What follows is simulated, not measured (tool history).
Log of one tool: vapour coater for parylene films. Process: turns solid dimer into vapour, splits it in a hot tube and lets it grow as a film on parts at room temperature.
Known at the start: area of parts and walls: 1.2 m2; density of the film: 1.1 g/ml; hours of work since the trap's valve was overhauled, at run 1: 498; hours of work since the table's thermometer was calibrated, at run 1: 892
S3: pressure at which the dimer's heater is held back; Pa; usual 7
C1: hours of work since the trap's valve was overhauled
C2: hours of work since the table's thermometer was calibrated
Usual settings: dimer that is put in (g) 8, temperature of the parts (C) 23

Run 1, day 0: usual settings; C1 498; C2 892. Result: thickness of the film (µm) 3.7.
Run 2, day 1.075: usual settings but dimer that is put in (g) 11; C1 513; C2 907. Result: thickness of the film (µm) 5.06.
Run 3, day 2.042: usual settings but dimer that is put in (g) 11; C1 527; C2 921. Result: thickness of the film (µm) 5.01.
Run 4, day 3.012: usual settings but dimer that is put in (g) 11; C1 541; C2 935. Result: thickness of the film (µm) 4.98.
Run 5, day 4.467: usual settings but dimer that is put in (g) 11; C1 562; C2 956. Result: thickness of the film (µm) 4.96.
Run 6, day 5.304: usual settings but dimer that is put in (g) 11; C1 574; C2 968. Result: thickness of the film (µm) 4.96.
Run 7, day 6.558: usual settings but dimer that is put in (g) 11, S3 2.53 Pa; C1 592; C2 986. Result: thickness of the film (µm) 6.21.
Run 8, day 7.708: usual settings but dimer that is put in (g) 11, S3 2.53 Pa; C1 609; C2 1003. Result: thickness of the film (µm) 6.25.
Run 9, day 8.479: usual settings but dimer that is put in (g) 4, S3 2.53 Pa; C1 620; C2 1014. Result: thickness of the film (µm) 2.27.
Run 10, day 9.271: usual settings but temperature of the parts (C) 29; C1 631; C2 1026. Result: thickness of the film (µm) 2.68.
Run 11, day 10.425: usual settings but dimer that is put in (g) 5, temperature of the parts (C) 15, S3 2.16 Pa; C1 648; C2 1042. Result: thickness of the film (µm) 3.16.
At day 10.942: trap's valve overhauled.
Run 12, day 11.817: usual settings but dimer that is put in (g) 5, temperature of the parts (C) 15, S3 2.16 Pa; C1 13; C2 1060. Result: thickness of the film (µm) 3.74.
Run 13, day 12.896: usual settings but dimer that is put in (g) 5, temperature of the parts (C) 15, S3 2.16 Pa; C1 28; C2 1075. Result: thickness of the film (µm) 3.68.
Run 14, day 14.117: usual settings but dimer that is put in (g) 3, temperature of the parts (C) 18, S3 10.46 Pa; C1 46; C2 1093. Result: thickness of the film (µm) 1.81.
Run 15, day 15.104: usual settings but dimer that is put in (g) 4, temperature of the parts (C) 16; C1 60; C2 1107. Result: thickness of the film (µm) 2.88.
Run 16, day 15.95: usual settings but dimer that is put in (g) 4, temperature of the parts (C) 16; C1 72; C2 1120. Result: thickness of the film (µm) 2.9.
Run 17, day 16.725: usual settings but dimer that is put in (g) 3, temperature of the parts (C) 34, S3 5.54 Pa; C1 83; C2 1131. Result: thickness of the film (µm) 0.94.
Run 18, day 17.883: usual settings but dimer that is put in (g) 3, temperature of the parts (C) 34, S3 5.54 Pa; C1 100; C2 1147. Result: thickness of the film (µm) 0.95.

The same runs without the tool's hidden state, with the same run-to-run variation:
The hidden state here: vapour lost through the trap's worn valve, %; true temperature of the parts over the reading, C; drift of the gauge itself on film_um, %.
run  thickness of the film (µm)
  1                           4
  2                        5.48
  3                        5.44
  4                        5.43
  5                        5.43
  6                        5.45
  7                        6.85
  8                        6.91
  9                        2.52
 10                        2.97
 11                        3.72
 12                        3.76
 13                        3.73
 14                        1.74
 15                        2.77
 16                        2.79
 17                         0.9
 18                        0.92
